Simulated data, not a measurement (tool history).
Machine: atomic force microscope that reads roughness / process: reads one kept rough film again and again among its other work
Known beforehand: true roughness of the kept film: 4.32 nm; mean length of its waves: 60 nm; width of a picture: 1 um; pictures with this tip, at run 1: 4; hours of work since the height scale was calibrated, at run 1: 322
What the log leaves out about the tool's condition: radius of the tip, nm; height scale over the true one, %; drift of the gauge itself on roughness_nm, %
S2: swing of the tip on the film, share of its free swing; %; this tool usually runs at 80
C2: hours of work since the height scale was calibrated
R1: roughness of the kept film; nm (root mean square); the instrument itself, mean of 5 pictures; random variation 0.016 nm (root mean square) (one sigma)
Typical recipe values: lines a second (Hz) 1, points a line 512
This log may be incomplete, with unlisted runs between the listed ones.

{"run": 1, "hour": 0.0, "lines a second (Hz)": 1, "S2": 80, "points a line": 512, "pictures with this tip": 4, "C2": 322, "R1": 3.956}
{"run": 2, "hour": 16.7, "lines a second (Hz)": 2.38, "S2": 80, "points a line": 512, "pictures with this tip": 23, "C2": 331, "R1": 3.754}
{"run": 3, "hour": 30.3, "lines a second (Hz)": 2.38, "S2": 80, "points a line": 512, "pictures with this tip": 38, "C2": 338, "R1": 3.687}
{"run": 4, "hour": 48.5, "lines a second (Hz)": 2.38, "S2": 80, "points a line": 512, "pictures with this tip": 58, "C2": 348, "R1": 3.68}
{"run": 5, "hour": 69.8, "lines a second (Hz)": 2.38, "S2": 80, "points a line": 512, "pictures with this tip": 81, "C2": 359, "R1": 3.636}
{"run": 6, "hour": 86.1, "lines a second (Hz)": 2.38, "S2": 80, "points a line": 512, "pictures with this tip": 99, "C2": 368, "R1": 3.616}
{"run": 7, "hour": 107.6, "lines a second (Hz)": 2.38, "S2": 80, "points a line": 512, "pictures with this tip": 122, "C2": 379, "R1": 3.563}
{"run": 8, "hour": 127.7, "lines a second (Hz)": 2.38, "S2": 80, "points a line": 512, "pictures with this tip": 144, "C2": 389, "R1": 3.527}
{"run": 9, "hour": 149.7, "lines a second (Hz)": 2.38, "S2": 80, "points a line": 512, "pictures with this tip": 169, "C2": 401, "R1": 3.492}
{"run": 10, "hour": 159.9, "lines a second (Hz)": 2.38, "S2": 80, "points a line": 512, "pictures with this tip": 180, "C2": 406, "R1": 3.499}
{"run": 11, "hour": 176.0, "lines a second (Hz)": 1, "S2": 80, "points a line": 427, "pictures with this tip": 197, "C2": 415, "R1": 3.654}
{"run": 12, "hour": 193.0, "lines a second (Hz)": 1, "S2": 80, "points a line": 427, "pictures with this tip": 216, "C2": 424, "R1": 3.596}
{"run": 13, "hour": 211.8, "lines a second (Hz)": 1, "S2": 80, "points a line": 427, "pictures with this tip": 237, "C2": 434, "R1": 3.551}
{"run": 14, "hour": 231.8, "lines a second (Hz)": 1, "S2": 80, "points a line": 427, "pictures with this tip": 259, "C2": 444, "R1": 3.535}
{"hour": 241.5, "done": "new tip fitted"}
{"run": 15, "hour": 243.8, "lines a second (Hz)": 2.36, "S2": 80, "points a line": 512, "pictures with this tip": 2, "C2": 450, "R1": 3.79}
{"run": 16, "hour": 266.6, "lines a second (Hz)": 2.36, "S2": 80, "points a line": 512, "pictures with this tip": 27, "C2": 462, "R1": 3.748}
{"run": 17, "hour": 284.0, "lines a second (Hz)": 2.36, "S2": 80, "points a line": 512, "pictures with this tip": 46, "C2": 471, "R1": 3.704}
{"run": 18, "hour": 297.8, "lines a second (Hz)": 2.36, "S2": 80, "points a line": 512, "pictures with this tip": 62, "C2": 478, "R1": 3.67}
{"run": 19, "hour": 308.5, "lines a second (Hz)": 2.36, "S2": 80, "points a line": 512, "pictures with this tip": 73, "C2": 484, "R1": 3.666}
{"run": 20, "hour": 329.3, "lines a second (Hz)": 1, "S2": 88, "points a line": 512, "pictures with this tip": 96, "C2": 495, "R1": 3.729}
{"run": 21, "hour": 349.5, "lines a second (Hz)": 1, "S2": 88, "points a line": 512, "pictures with this tip": 118, "C2": 506, "R1": 3.694}
{"run": 22, "hour": 373.1, "lines a second (Hz)": 1, "S2": 80, "points a line": 512, "pictures with this tip": 144, "C2": 518, "R1": 3.743}
{"run": 23, "hour": 385.0, "lines a second (Hz)": 1, "S2": 80, "points a line": 512, "pictures with this tip": 157, "C2": 524, "R1": 3.713}
{"run": 24, "hour": 399.3, "lines a second (Hz)": 1, "S2": 80, "points a line": 512, "pictures with this tip": 173, "C2": 532, "R1": 3.697}
{"run": 25, "hour": 421.4, "lines a second (Hz)": 0.98, "S2": 80, "points a line": 512, "pictures with this tip": 197, "C2": 543, "R1": 3.652}
{"run": 26, "hour": 444.7, "lines a second (Hz)": 1, "S2": 80, "points a line": 512, "pictures with this tip": 223, "C2": 555, "R1": 3.603}
{"run": 27, "hour": 468.5, "lines a second (Hz)": 1, "S2": 80, "points a line": 512, "pictures with this tip": 249, "C2": 568, "R1": 3.575}
{"run": 28, "hour": 479.8, "lines a second (Hz)": 1, "S2": 61, "points a line": 958, "pictures with this tip": 261, "C2": 574, "R1": 3.644}
{"hour": 487.7, "done": "new tip fitted"}
{"run": 29, "hour": 490.6, "lines a second (Hz)": 1.78, "S2": 80, "points a line": 498, "pictures with this tip": 4, "C2": 579, "R1": 3.878}
{"run": 30, "hour": 506.0, "lines a second (Hz)": 1, "S2": 66, "points a line": 619, "pictures with this tip": 20, "C2": 587, "R1": 3.999}
{"run": 31, "hour": 517.1, "lines a second (Hz)": 1, "S2": 66, "points a line": 619, "pictures with this tip": 33, "C2": 593, "R1": 4.019}
{"run": 32, "hour": 533.2, "lines a second (Hz)": 0.51, "S2": 66, "points a line": 619, "pictures with this tip": 50, "C2": 602, "R1": 4.01}
{"run": 33, "hour": 550.6, "lines a second (Hz)": 0.51, "S2": 66, "points a line": 619, "pictures with this tip": 69, "C2": 611, "R1": 3.97}
{"run": 34, "hour": 560.5, "lines a second (Hz)": 0.51, "S2": 66, "points a line": 619, "pictures with this tip": 80, "C2": 616, "R1": 3.949}
{"run": 35, "hour": 574.2, "lines a second (Hz)": 0.51, "S2": 66, "points a line": 394, "pictures with this tip": 95, "C2": 623, "R1": 3.941}
{"run": 36, "hour": 587.9, "lines a second (Hz)": 0.76, "S2": 85, "points a line": 512, "pictures with this tip": 110, "C2": 630, "R1": 3.767}
{"run": 37, "hour": 599.4, "lines a second (Hz)": 2.36, "S2": 80, "points a line": 512, "pictures with this tip": 123, "C2": 636, "R1": 3.573}
{"run": 38, "hour": 615.4, "lines a second (Hz)": 2.36, "S2": 80, "points a line": 565, "pictures with this tip": 141, "C2": 645, "R1": 3.533}
{"run": 39, "hour": 639.8, "lines a second (Hz)": 1, "S2": 56, "points a line": 512, "pictures with this tip": 167, "C2": 658, "R1": 3.798}
{"run": 40, "hour": 655.1, "lines a second (Hz)": 1, "S2": 56, "points a line": 512, "pictures with this tip": 184, "C2": 666, "R1": 3.778}
{"run": 41, "hour": 669.3, "lines a second (Hz)": 1, "S2": 73, "points a line": 512, "pictures with this tip": 200, "C2": 673, "R1": 3.675}
{"run": 42, "hour": 692.7, "lines a second (Hz)": 2.11, "S2": 67, "points a line": 891, "pictures with this tip": 225, "C2": 685, "R1": 3.617}
{"run": 43, "hour": 706.5, "lines a second (Hz)": 3.36, "S2": 61, "points a line": 512, "pictures with this tip": 240, "C2": 693, "R1": 3.553}
{"run": 44, "hour": 723.7, "lines a second (Hz)": 3.36, "S2": 61, "points a line": 512, "pictures with this tip": 259, "C2": 702, "R1": 3.528}
{"hour": 732.9, "done": "new tip fitted"}
{"run": 45, "hour": 746.0, "lines a second (Hz)": 2.6, "S2": 83, "points a line": 512, "pictures with this tip": 14, "C2": 713, "R1": 3.694}
{"run": 46, "hour": 763.9, "lines a second (Hz)": 2.32, "S2": 64, "points a line": 427, "pictures with this tip": 34, "C2": 722, "R1": 3.931}
{"run": 47, "hour": 782.3, "lines a second (Hz)": 2.32, "S2": 64, "points a line": 427, "pictures with this tip": 54, "C2": 732, "R1": 3.892}
{"run": 48, "hour": 803.5, "lines a second (Hz)": 1.66, "S2": 90, "points a line": 443, "pictures with this tip": 77, "C2": 743, "R1": 3.626}
{"run": 49, "hour": 824.7, "lines a second (Hz)": 2.05, "S2": 64, "points a line": 285, "pictures with this tip": 101, "C2": 754, "R1": 3.835}
{"run": 50, "hour": 836.9, "lines a second (Hz)": 2.05, "S2": 64, "points a line": 285, "pictures with this tip": 114, "C2": 761, "R1": 3.822}
{"run": 51, "hour": 854.3, "lines a second (Hz)": 2.05, "S2": 64, "points a line": 285, "pictures with this tip": 133, "C2": 770, "R1": 3.748}
{"run": 52, "hour": 877.9, "lines a second (Hz)": 2.25, "S2": 80, "points a line": 512, "pictures with this tip": 159, "C2": 782, "R1": 3.528}
{"run": 53, "hour": 900.1, "lines a second (Hz)": 0.98, "S2": 80, "points a line": 422, "pictures with this tip": 183, "C2": 794, "R1": 3.66}

Describe how what the log doesn't record of the tool's condition differs between the last listed run preceding each entry between runs and the first listed run following it.
Run 14 -> run 15: new tip fitted (hour 241.5)
  radius of the tip, nm: 38.7 -> 10.8; height scale over the true one, %: 0.67 -> 0.68
  difference, measured minus the result without the unlogged condition, R1: -0.433 -> +0.012 nm (root mean square)
Run 28 -> run 29: new tip fitted (hour 487.7)
  radius of the tip, nm: 38.9 -> 11; height scale over the true one, %: 0.88 -> 0.89
  difference, measured minus the result without the unlogged condition, R1: -0.44 -> +0.017 nm (root mean square)
Run 44 -> run 45: new tip fitted (hour 732.9)
  radius of the tip, nm: 39.1 -> 12.6; height scale over the true one, %: 1.08 -> 1.1
  difference, measured minus the result without the unlogged condition, R1: -0.422 -> -0.002 nm (root mean square)
